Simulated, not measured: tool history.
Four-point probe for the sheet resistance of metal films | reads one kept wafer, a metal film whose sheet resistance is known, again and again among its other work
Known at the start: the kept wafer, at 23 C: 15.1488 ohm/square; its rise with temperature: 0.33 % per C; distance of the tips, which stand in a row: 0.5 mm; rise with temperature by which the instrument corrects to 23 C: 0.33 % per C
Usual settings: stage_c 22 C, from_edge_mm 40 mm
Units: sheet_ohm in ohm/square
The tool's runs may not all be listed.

run 1 hour=0.0 | stage_c=22 from_edge_mm=40 | sheet_ohm=15.183410
run 2 hour=17.1 | stage_c=22 from_edge_mm=40 | sheet_ohm=15.185781
run 3 hour=29.9 | stage_c=22 from_edge_mm=40 | sheet_ohm=15.189228
run 4 hour=46.5 | stage_c=33 from_edge_mm=40 | sheet_ohm=15.190417
run 5 hour=63.1 | stage_c=22 from_edge_mm=40 | sheet_ohm=15.187179
run 6 hour=72.5 | stage_c=22 from_edge_mm=5 | sheet_ohm=15.270318
run 7 hour=90.3 | stage_c=22 from_edge_mm=5 | sheet_ohm=15.273134
run 8 hour=99.7 | stage_c=22 from_edge_mm=5 | sheet_ohm=15.269627
run 9 hour=115.0 | stage_c=22 from_edge_mm=5 | sheet_ohm=15.271265
run 10 hour=126.6 | stage_c=21 from_edge_mm=40 | sheet_ohm=15.186722
run 11 hour=135.8 | stage_c=22 from_edge_mm=36 | sheet_ohm=15.186224
run 12 hour=154.8 | stage_c=22 from_edge_mm=18 | sheet_ohm=15.194695
run 13 hour=168.2 | stage_c=22 from_edge_mm=40 | sheet_ohm=15.192726
run 14 hour=186.2 | stage_c=22 from_edge_mm=40 | sheet_ohm=15.194712
run 15 hour=197.2 | stage_c=22 from_edge_mm=40 | sheet_ohm=15.190103
run 16 hour=214.4 | stage_c=20 from_edge_mm=59 | sheet_ohm=15.186245
run 17 hour=226.6 | stage_c=31 from_edge_mm=40 | sheet_ohm=15.190697
run 18 hour=238.6 | stage_c=31 from_edge_mm=40 | sheet_ohm=15.190416
run 19 hour=251.6 | stage_c=19 from_edge_mm=40 | sheet_ohm=15.190103
run 20 hour=268.9 | stage_c=22 from_edge_mm=5 | sheet_ohm=15.271914
run 21 hour=283.1 | stage_c=28 from_edge_mm=15 | sheet_ohm=15.205577
run 22 hour=297.8 | stage_c=24 from_edge_mm=3 | sheet_ohm=15.420592
run 23 hour=310.0 | stage_c=28 from_edge_mm=14 | sheet_ohm=15.206439
run 24 hour=323.4 | stage_c=23 from_edge_mm=9 | sheet_ohm=15.215238
run 25 hour=335.9 | stage_c=23 from_edge_mm=9 | sheet_ohm=15.218390
run 26 hour=352.2 | stage_c=22 from_edge_mm=7 | sheet_ohm=15.229116
run 27 hour=360.4 | stage_c=22 from_edge_mm=50 | sheet_ohm=15.191882
run 28 hour=373.9 | stage_c=22 from_edge_mm=43 | sheet_ohm=15.191929

Forecast each of these 4 alternatives for the next run:
run A hour=389.2 | stage_c=33 from_edge_mm=4 | sheet_ohm=?
run B hour=389.2 | stage_c=19 from_edge_mm=40 | sheet_ohm=?
run C hour=389.2 | stage_c=19 from_edge_mm=33 | sheet_ohm=?
run D hour=389.2 | stage_c=32 from_edge_mm=43 | sheet_ohm=?

run=A sheet_ohm=15.317537
run=B sheet_ohm=15.190918
run=C sheet_ohm=15.193753
run=D sheet_ohm=15.189910
Without the tool's hidden state the same runs would have given:
run=A sheet_ohm=15.273163
run=B sheet_ohm=15.147092
run=C sheet_ohm=15.149920
run=D sheet_ohm=15.145890
